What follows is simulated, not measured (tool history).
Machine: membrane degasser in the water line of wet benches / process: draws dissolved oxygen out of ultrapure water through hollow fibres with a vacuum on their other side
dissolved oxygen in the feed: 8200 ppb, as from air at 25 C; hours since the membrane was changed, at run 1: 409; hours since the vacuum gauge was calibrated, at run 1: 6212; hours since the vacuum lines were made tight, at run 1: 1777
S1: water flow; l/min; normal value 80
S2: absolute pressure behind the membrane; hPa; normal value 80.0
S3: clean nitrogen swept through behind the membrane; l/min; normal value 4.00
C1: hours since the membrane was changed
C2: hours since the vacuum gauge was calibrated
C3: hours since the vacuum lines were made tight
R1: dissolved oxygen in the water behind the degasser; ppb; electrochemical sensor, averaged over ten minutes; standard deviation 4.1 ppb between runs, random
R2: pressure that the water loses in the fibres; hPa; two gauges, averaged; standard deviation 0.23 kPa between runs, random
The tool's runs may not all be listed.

run	day	S1	S2	S3	C1	C2	C3	R1	R2
1	0.000	80	80.0	4.00	409	6212	1777	444.9	587.4
2	1.858	80	80.0	7.87	454	6257	1821	335.6	585.0
3	4.321	80	80.0	7.87	513	6316	1880	337.4	584.7
4	6.767	80	80.0	7.87	571	6375	1939	341.8	588.5
5	8.842	80	80.0	7.87	621	6424	1989	345.4	589.3
6	10.788	80	80.0	4.00	668	6471	2036	446.3	586.3
7	13.017	80	80.0	4.00	721	6524	2089	444.5	584.1
8	15.300	80	80.0	4.00	776	6579	2144	445.5	586.5
9	17.721	80	80.0	4.00	834	6637	2202	451.7	589.1
10	20.012	80	80.0	4.00	889	6692	2257	447.4	586.6
11	21.504	80	80.0	4.00	925	6728	2293	447.0	589.3
12	23.383	80	80.0	4.00	970	6773	2338	442.1	590.1
13	24.554	80	80.0	4.00	998	6801	2366	448.5	589.9
14	26.408	51	80.0	4.00	1043	6846	2411	200.9	376.2
# day 26.596: vacuum gauge calibrated
15	28.554	51	80.0	4.00	1094	47	2462	203.7	376.6
16	29.758	51	80.0	4.00	1123	76	2490	212.6	375.3
17	31.508	51	80.0	4.00	1165	118	2532	205.7	375.6
18	32.842	55	54.9	4.00	1197	150	2564	163.2	404.8
# day 33.417: vacuum gauge calibrated, once more
19	34.000	83	80.7	4.43	1224	14	2592	433.5	608.9
20	35.625	59	149.1	2.24	1263	53	2631	685.5	435.4
21	37.092	59	149.1	2.24	1298	88	2666	701.1	434.3
22	39.054	126	57.9	6.66	1345	135	2713	766.9	933.8
23	41.375	82	80.0	2.84	1401	191	2769	514.8	604.0
24	42.892	82	80.0	2.84	1437	227	2805	509.8	605.1
25	44.771	123	165.0	4.71	1482	272	2850	1232.8	908.7
26	45.838	69	80.0	3.03	1508	298	2876	367.7	505.8
27	47.558	69	80.0	3.03	1549	339	2917	366.5	511.3
28	49.658	87	165.4	4.10	1600	390	2968	840.2	644.7
29	51.779	122	95.9	2.21	1651	441	3018	1189.4	899.1
30	53.842	80	141.3	4.00	1700	490	3068	677.7	593.5
31	55.721	80	141.3	4.00	1745	535	3113	671.1	588.4

Hidden state or all else? Some run-to-run changes of R1, split into what the settings, what came in and random variation would give without the hidden state, and what is left for the hidden state (with any gauge scatter that isn't in both results):
What the log doesn't record here: membrane still open, %; true pressure behind the membrane over the reading, kPa; air that leaks in behind the membrane, l/min; drift of the gauge itself on oxygen_ppb, %; drift of the gauge itself on loss_of_pressure_kpa, %.
Run 18 -> 19: S1 55 -> 83, S2 54.9 -> 80.7, S3 4.00 -> 4.43, vacuum gauge calibrated, once more. R1 +270.3 ppb: hidden state -21.9, all else +292.2.
Run 21 -> 22: S1 59 -> 126, S2 149.1 -> 57.9, S3 2.24 -> 6.66. R1 +65.8 ppb: hidden state +16.7, all else +49.1.
Run 24 -> 25: S1 82 -> 123, S2 80.0 -> 165.0, S3 2.84 -> 4.71. R1 +723.0 ppb: hidden state +9.8, all else +713.2.
Run 25 -> 26: S1 123 -> 69, S2 165.0 -> 80.0, S3 4.71 -> 3.03. R1 -865.1 ppb: hidden state -12.5, all else -852.6.
Run 29 -> 30: S1 122 -> 80, S2 95.9 -> 141.3, S3 2.21 -> 4.00. R1 -511.7 ppb: hidden state -10.3, all else -501.4.
